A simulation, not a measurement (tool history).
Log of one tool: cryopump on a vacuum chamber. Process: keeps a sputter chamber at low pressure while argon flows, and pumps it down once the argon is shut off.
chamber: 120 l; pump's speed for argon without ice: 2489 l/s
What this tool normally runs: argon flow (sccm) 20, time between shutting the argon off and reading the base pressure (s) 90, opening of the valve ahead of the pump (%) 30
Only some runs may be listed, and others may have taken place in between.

run	day	argon flow (sccm)	time between shutting the argon off and reading the base pressure (s)	opening of the valve ahead of the pump (%)	pressure while argon flows (Pa)	pressure after the wait (uPa)
1	0	20	90	30	0.0474	0.84
2	1.638	20	90	30	0.0476	0.87
3	3.133	20	90	30	0.0483	0.85
4	4.842	20	90	30	0.048	0.86
5	6.175	20	90	30	0.0475	0.86
6	7.842	20	161	30	0.048	0.63
7	9.583	20	90	30	0.0471	0.86
8	11.271	20	90	30	0.049	0.86
9	13.417	20	90	30	0.0497	0.91
10	14.967	20	90	30	0.0488	0.91
11	17.033	20	90	30	0.0497	0.91
12	18.562	20	90	30	0.05	0.9
13	20.208	20	90	30	0.0507	0.93
14	21.846	17	32	30	0.0424	1.98
15	23.758	13	110	30	0.0332	0.82
16	25.846	13	110	30	0.0335	0.83
17	27.608	16	24	41	0.0305	2.67
# day 28.35: pump warmed up, emptied and cooled again
18	29.217	20	59	58	0.0239	1.14
19	30.204	14	59	50	0.0192	1.17
20	31.146	10	90	47	0.0146	0.87
21	32.675	15	27	30	0.0344	2.32
22	33.567	15	27	30	0.0351	2.24
23	34.712	15	27	20	0.0521	2.29
24	36.821	15	27	20	0.0519	2.29
25	37.954	15	27	20	0.0533	2.29

Consider 3 possible next runs. They are alternatives, not a sequence: every one starts from the tool as it was left by run 25. What does each give?
A	39.525	15	201	20	?	?
B	39.525	31	151	23	?	?
C	39.525	15	27	26	?	?

run	pressure while argon flows (Pa)	pressure after the wait (uPa)
A	0.051	0.58
B	0.0924	0.65
C	0.04	2.28
Without the tool's unlogged condition, the same runs would have read:
run	pressure while argon flows (Pa)	pressure after the wait (uPa)
A	0.0501	0.41
B	0.0906	0.48
C	0.0391	2.1
